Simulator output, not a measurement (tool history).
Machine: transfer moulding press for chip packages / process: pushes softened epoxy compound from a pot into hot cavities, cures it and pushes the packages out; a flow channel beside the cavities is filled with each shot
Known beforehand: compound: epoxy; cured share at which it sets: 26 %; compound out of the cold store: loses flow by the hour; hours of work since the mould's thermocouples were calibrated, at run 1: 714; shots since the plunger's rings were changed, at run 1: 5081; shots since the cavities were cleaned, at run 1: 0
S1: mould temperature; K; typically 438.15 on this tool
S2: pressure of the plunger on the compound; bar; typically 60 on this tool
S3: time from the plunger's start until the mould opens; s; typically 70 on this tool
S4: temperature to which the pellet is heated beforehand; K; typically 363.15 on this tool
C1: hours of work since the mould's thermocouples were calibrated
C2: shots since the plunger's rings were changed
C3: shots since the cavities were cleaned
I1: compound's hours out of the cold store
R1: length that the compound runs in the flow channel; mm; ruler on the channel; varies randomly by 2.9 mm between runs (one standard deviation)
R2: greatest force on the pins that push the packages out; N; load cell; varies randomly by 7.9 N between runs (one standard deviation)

{"run": 1, "hour": 0.0, "S1": 438.15, "S2": 60, "S3": 70, "S4": 363.15, "C1": 714, "C2": 5081, "C3": 0, "I1": 20.1, "R1": 528, "R2": 379}
{"run": 2, "hour": 18.5, "S1": 438.15, "S2": 60, "S3": 54, "S4": 363.15, "C1": 725, "C2": 5351, "C3": 270, "I1": 23.7, "R1": 525, "R2": 1093}
{"run": 3, "hour": 36.8, "S1": 438.15, "S2": 60, "S3": 54, "S4": 363.15, "C1": 736, "C2": 5618, "C3": 537, "I1": 23.4, "R1": 515, "R2": 1162}
{"hour": 55.6, "done": "cavities cleaned with cleaning compound and waxed"}
{"run": 4, "hour": 70.2, "S1": 438.15, "S2": 60, "S3": 73, "S4": 363.15, "C1": 755, "C2": 6083, "C3": 212, "I1": 15.2, "R1": 528, "R2": 722}
{"hour": 97.9, "done": "plunger's sealing rings changed"}
{"run": 5, "hour": 100.7, "S1": 438.15, "S2": 60, "S3": 73, "S4": 363.15, "C1": 772, "C2": 41, "C3": 621, "I1": 25.6, "R1": 548, "R2": 671}
{"hour": 113.3, "done": "cavities cleaned with cleaning compound and waxed"}
{"run": 6, "hour": 137.6, "S1": 438.15, "S2": 60, "S3": 70, "S4": 357.15, "C1": 793, "C2": 558, "C3": 356, "I1": 22.2, "R1": 553, "R2": 588}
{"run": 7, "hour": 158.6, "S1": 438.15, "S2": 55.9, "S3": 70, "S4": 357.15, "C1": 806, "C2": 864, "C3": 662, "I1": 34.1, "R1": 516, "R2": 642}
{"hour": 168.2, "done": "cavities cleaned with cleaning compound and waxed"}
{"run": 8, "hour": 192.5, "S1": 438.15, "S2": 60, "S3": 80, "S4": 363.15, "C1": 825, "C2": 1336, "C3": 354, "I1": 42.3, "R1": 524, "R2": 409}
{"hour": 204.2, "done": "mould's thermocouples calibrated"}
{"hour": 225.0, "done": "cavities cleaned with cleaning compound and waxed"}
{"run": 9, "hour": 230.1, "S1": 438.15, "S2": 60, "S3": 80, "S4": 363.15, "C1": 15, "C2": 1834, "C3": 75, "I1": 46.9, "R1": 512, "R2": 273}
{"hour": 244.7, "done": "cavities cleaned with cleaning compound and waxed, once more"}
{"run": 10, "hour": 274.4, "S1": 438.15, "S2": 60, "S3": 80, "S4": 363.15, "C1": 40, "C2": 2458, "C3": 433, "I1": 40.8, "R1": 515, "R2": 387}
{"hour": 301.5, "done": "cavities cleaned with cleaning compound and waxed"}
{"run": 11, "hour": 305.8, "S1": 438.15, "S2": 60, "S3": 70, "S4": 363.15, "C1": 58, "C2": 2895, "C3": 63, "I1": 25.1, "R1": 534, "R2": 377}
{"run": 12, "hour": 323.9, "S1": 438.15, "S2": 60, "S3": 70, "S4": 363.15, "C1": 69, "C2": 3158, "C3": 326, "I1": 20.7, "R1": 539, "R2": 509}
{"hour": 356.6, "done": "cavities cleaned with cleaning compound and waxed"}
{"run": 13, "hour": 357.4, "S1": 438.15, "S2": 74.7, "S3": 70, "S4": 363.15, "C1": 88, "C2": 3625, "C3": 12, "I1": 10.1, "R1": 613, "R2": 360}
{"run": 14, "hour": 396.5, "S1": 438.15, "S2": 74.7, "S3": 70, "S4": 363.15, "C1": 112, "C2": 4196, "C3": 583, "I1": 20, "R1": 598, "R2": 572}
{"hour": 411.8, "done": "cavities cleaned with cleaning compound and waxed"}
{"run": 15, "hour": 415.7, "S1": 438.15, "S2": 74.7, "S3": 70, "S4": 363.15, "C1": 122, "C2": 4454, "C3": 57, "I1": 18.8, "R1": 588, "R2": 391}
{"run": 16, "hour": 440.1, "S1": 438.15, "S2": 74.7, "S3": 70, "S4": 363.15, "C1": 137, "C2": 4810, "C3": 413, "I1": 25.7, "R1": 582, "R2": 531}
{"hour": 466.4, "done": "cavities cleaned with cleaning compound and waxed"}
{"run": 17, "hour": 471.7, "S1": 438.15, "S2": 57.3, "S3": 70, "S4": 360.15, "C1": 155, "C2": 5249, "C3": 77, "I1": 35.2, "R1": 498, "R2": 396}
{"run": 18, "hour": 512.9, "S1": 438.15, "S2": 69.5, "S3": 82, "S4": 363.15, "C1": 179, "C2": 5851, "C3": 679, "I1": 15.1, "R1": 569, "R2": 441}
{"hour": 521.2, "done": "cavities cleaned with cleaning compound and waxed"}
{"run": 19, "hour": 543.1, "S1": 438.15, "S2": 67.3, "S3": 70, "S4": 372.15, "C1": 197, "C2": 6268, "C3": 320, "I1": 15.5, "R1": 554, "R2": 457}
{"hour": 558.3, "done": "plunger's sealing rings changed"}
{"hour": 578.3, "done": "cavities cleaned with cleaning compound and waxed"}
{"run": 20, "hour": 589.4, "S1": 438.15, "S2": 62.2, "S3": 70, "S4": 360.15, "C1": 222, "C2": 431, "C3": 162, "I1": 14.9, "R1": 567, "R2": 455}
{"run": 21, "hour": 610.3, "S1": 438.15, "S2": 62.2, "S3": 70, "S4": 360.15, "C1": 234, "C2": 736, "C3": 467, "I1": 34.4, "R1": 546, "R2": 559}
{"hour": 632.3, "done": "cavities cleaned with cleaning compound and waxed"}
{"run": 22, "hour": 632.3, "S1": 444.15, "S2": 53.5, "S3": 52, "S4": 356.15, "C1": 247, "C2": 1034, "C3": 0, "I1": 13.3, "R1": 515, "R2": 602}
{"run": 23, "hour": 668.4, "S1": 438.15, "S2": 60, "S3": 87, "S4": 356.15, "C1": 268, "C2": 1561, "C3": 527, "I1": 27.1, "R1": 539, "R2": 399}
{"hour": 689.6, "done": "cavities cleaned with cleaning compound and waxed"}
{"run": 24, "hour": 693.0, "S1": 444.15, "S2": 64.2, "S3": 88, "S4": 365.15, "C1": 282, "C2": 1898, "C3": 50, "I1": 36.9, "R1": 538, "R2": 235}
{"run": 25, "hour": 736.5, "S1": 444.15, "S2": 64.2, "S3": 88, "S4": 365.15, "C1": 308, "C2": 2532, "C3": 684, "I1": 31.4, "R1": 538, "R2": 375}

Some steps in R1 between neighbouring runs. How much of each would the tool show without its hidden state too (settings, what came in, random variation), and how much is left for the hidden state, with any gauge scatter that isn't in both results?
Hidden state present: true mould temperature over the reading, C; pressure that reaches the compound, % of what is set; grip of the stained cavities, % over clean ones'; drift of the gauge itself on flow_mm, %; drift of the gauge itself on push_out_n, %.
Run 4 -> 5: plunger's sealing rings changed. R1 +20 mm: hidden state +36, all else -16.
Run 12 -> 13: S2 60 -> 74.7, cavities cleaned with cleaning compound and waxed. R1 +74 mm: hidden state -6, all else +80.
Run 16 -> 17: S2 74.7 -> 57.3, S4 363.15 -> 360.15, cavities cleaned with cleaning compound and waxed. R1 -84 mm: hidden state +1, all else -85.
Run 19 -> 20: S2 67.3 -> 62.2, S4 372.15 -> 360.15, plunger's sealing rings changed, cavities cleaned with cleaning compound and waxed. R1 +13 mm: hidden state +35, all else -22.
